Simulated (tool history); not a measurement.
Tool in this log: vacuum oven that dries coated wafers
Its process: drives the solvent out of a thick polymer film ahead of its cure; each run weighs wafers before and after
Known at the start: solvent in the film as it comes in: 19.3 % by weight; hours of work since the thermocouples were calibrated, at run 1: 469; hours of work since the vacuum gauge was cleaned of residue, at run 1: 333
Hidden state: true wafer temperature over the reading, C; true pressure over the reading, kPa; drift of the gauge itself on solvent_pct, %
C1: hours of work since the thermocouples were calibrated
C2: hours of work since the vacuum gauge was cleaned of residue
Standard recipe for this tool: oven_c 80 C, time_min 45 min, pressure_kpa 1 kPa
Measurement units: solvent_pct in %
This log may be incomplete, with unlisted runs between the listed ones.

Run 1, hour 0: usual settings; C1 469; C2 333. Result: solvent_pct 3.25 %.
Run 2, hour 27.6: usual settings; C1 481; C2 344. Result: solvent_pct 3.24 %.
Run 3, hour 47.2: usual settings; C1 489; C2 352. Result: solvent_pct 3.22 %.
Run 4, hour 80.3: usual settings; C1 502; C2 366. Result: solvent_pct 3.15 %.
Run 5, hour 104.9: usual settings but time_min 24 min; C1 512; C2 376. Result: solvent_pct 6.09 %.
Run 6, hour 122.3: usual settings but time_min 68 min; C1 519; C2 383. Result: solvent_pct 2.13 %.
Run 7, hour 139.5: usual settings but oven_c 67 C, time_min 68 min; C1 526; C2 390. Result: solvent_pct 6.73 %.
Run 8, hour 171.4: usual settings but oven_c 67 C, time_min 68 min, pressure_kpa 1.4 kPa; C1 539; C2 403. Result: solvent_pct 7.6 %.
Run 9, hour 205.6: usual settings but pressure_kpa 2.27 kPa; C1 553; C2 417. Result: solvent_pct 4.82 %.
Run 10, hour 221.4: usual settings but time_min 22 min, pressure_kpa 1.09 kPa; C1 560; C2 423. Result: solvent_pct 6.61 %.
Run 11, hour 242.2: usual settings but oven_c 74 C, time_min 22 min, pressure_kpa 0.53 kPa; C1 568; C2 432. Result: solvent_pct 8.73 %.
Run 12, hour 277.6: usual settings but oven_c 72 C, pressure_kpa 1.2 kPa; C1 583; C2 446. Result: solvent_pct 6.74 %.
Run 13, hour 301.5: usual settings but oven_c 75 C, time_min 25 min, pressure_kpa 1.14 kPa; C1 592; C2 456. Result: solvent_pct 8.18 %.

What does the tool deliver on the next run?
Run 14, hour 317.9: usual settings but oven_c 70 C, time_min 64 min; C1 599; C2 463. Result: solvent_pct ?.

Run 14 measured solvent_pct 5.73 %.
With the hidden condition absent and the run-to-run variation left alone, this run would have shown solvent_pct 5.86 %.
